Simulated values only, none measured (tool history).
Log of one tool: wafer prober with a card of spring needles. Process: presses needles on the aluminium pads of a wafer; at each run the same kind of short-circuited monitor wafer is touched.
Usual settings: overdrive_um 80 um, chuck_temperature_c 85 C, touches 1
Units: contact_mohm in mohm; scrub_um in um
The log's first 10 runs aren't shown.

| run | hour | overdrive_um | chuck_temperature_c | touches | contact_mohm | scrub_um |
|---|---|---|---|---|---|---|
|  | 211.4 | tips cleaned on abrasive film |
| 11 | 213.2 | 80 | 85 | 1 | 190 | 22.02 |
|  | 229.4 | tips cleaned on abrasive film |
| 12 | 233.8 | 80 | 85 | 1 | 194 | 22.07 |
|  | 248.0 | tips cleaned on abrasive film |
| 13 | 259.0 | 80 | 85 | 1 | 192 | 22.04 |
|  | 265.7 | tips cleaned on abrasive film |
| 14 | 282.9 | 80 | 85 | 1 | 191 | 22.05 |
|  | 285.6 | tips cleaned on abrasive film |
| 15 | 302.6 | 80 | 85 | 1 | 193 | 22.10 |
|  | 304.9 | tips cleaned on abrasive film |
|  | 314.9 | gauge calibrated |
|  | 322.7 | tips cleaned on abrasive film |
| 16 | 322.7 | 84 | 85 | 1 | 189 | 22.81 |
|  | 341.6 | tips cleaned on abrasive film |
| 17 | 342.2 | 84 | 85 | 1 | 194 | 22.83 |
|  | 360.8 | tips cleaned on abrasive film |
| 18 | 368.9 | 98 | 34 | 3 | 178 | 26.77 |
|  | 378.9 | tips cleaned on abrasive film |
| 19 | 392.2 | 80 | 85 | 1 | 193 | 21.84 |
|  | 394.7 | height of the first contact set anew |
|  | 397.1 | tips cleaned on abrasive film |
| 20 | 404.9 | 80 | 85 | 1 | 189 | 21.88 |
|  | 415.5 | tips cleaned on abrasive film |
| 21 | 420.9 | 99 | 40 | 1 | 179 | 27.11 |
|  | 433.9 | tips cleaned on abrasive film |
| 22 | 446.8 | 99 | 40 | 1 | 178 | 27.09 |
|  | 452.2 | tips cleaned on abrasive film |
| 23 | 463.4 | 99 | 40 | 1 | 180 | 27.16 |
|  | 471.3 | tips cleaned on abrasive film |
| 24 | 486.6 | 90 | 31 | 2 | 177 | 24.68 |
|  | 491.2 | tips cleaned on abrasive film |
| 25 | 498.0 | 80 | 58 | 1 | 184 | 21.95 |
|  | 510.7 | tips cleaned on abrasive film |
| 26 | 518.1 | 61 | 42 | 2 | 183 | 16.78 |
|  | 530.0 | tips cleaned on abrasive film |
| 27 | 538.4 | 79 | 81 | 2 | 191 | 21.70 |
|  | 547.6 | tips cleaned on abrasive film |
| 28 | 560.8 | 94 | 57 | 1 | 186 | 25.86 |
|  | 566.2 | tips cleaned on abrasive film |
| 29 | 581.8 | 80 | 88 | 2 | 192 | 22.06 |
|  | 585.6 | tips cleaned on abrasive film |
| 30 | 600.9 | 77 | 85 | 2 | 193 | 21.28 |
|  | 604.4 | tips cleaned on abrasive film |
| 31 | 617.3 | 77 | 85 | 2 | 188 | 21.24 |
|  | 622.1 | tips cleaned on abrasive film |
| 32 | 628.6 | 77 | 85 | 2 | 195 | 21.24 |

Forecast each of these 4 alternatives for the next run:
|  | 641.0 | tips cleaned on abrasive film |
| A | 646.2 | 80 | 34 | 1 | ? | ? |
|  | 641.0 | tips cleaned on abrasive film |
| B | 646.2 | 77 | 50 | 1 | ? | ? |
|  | 641.0 | tips cleaned on abrasive film |
| C | 646.2 | 79 | 85 | 2 | ? | ? |
|  | 641.0 | tips cleaned on abrasive film |
| D | 646.2 | 77 | 85 | 2 | ? | ? |

| run | contact_mohm | scrub_um |
|---|---|---|
| A | 178 | 22.12 |
| B | 187 | 21.30 |
| C | 191 | 21.89 |
| D | 194 | 21.31 |
Without the tool's hidden state the same runs would have given:
| run | contact_mohm | scrub_um |
|---|---|---|
| A | 177 | 21.75 |
| B | 187 | 20.95 |
| C | 191 | 21.53 |
| D | 194 | 20.96 |
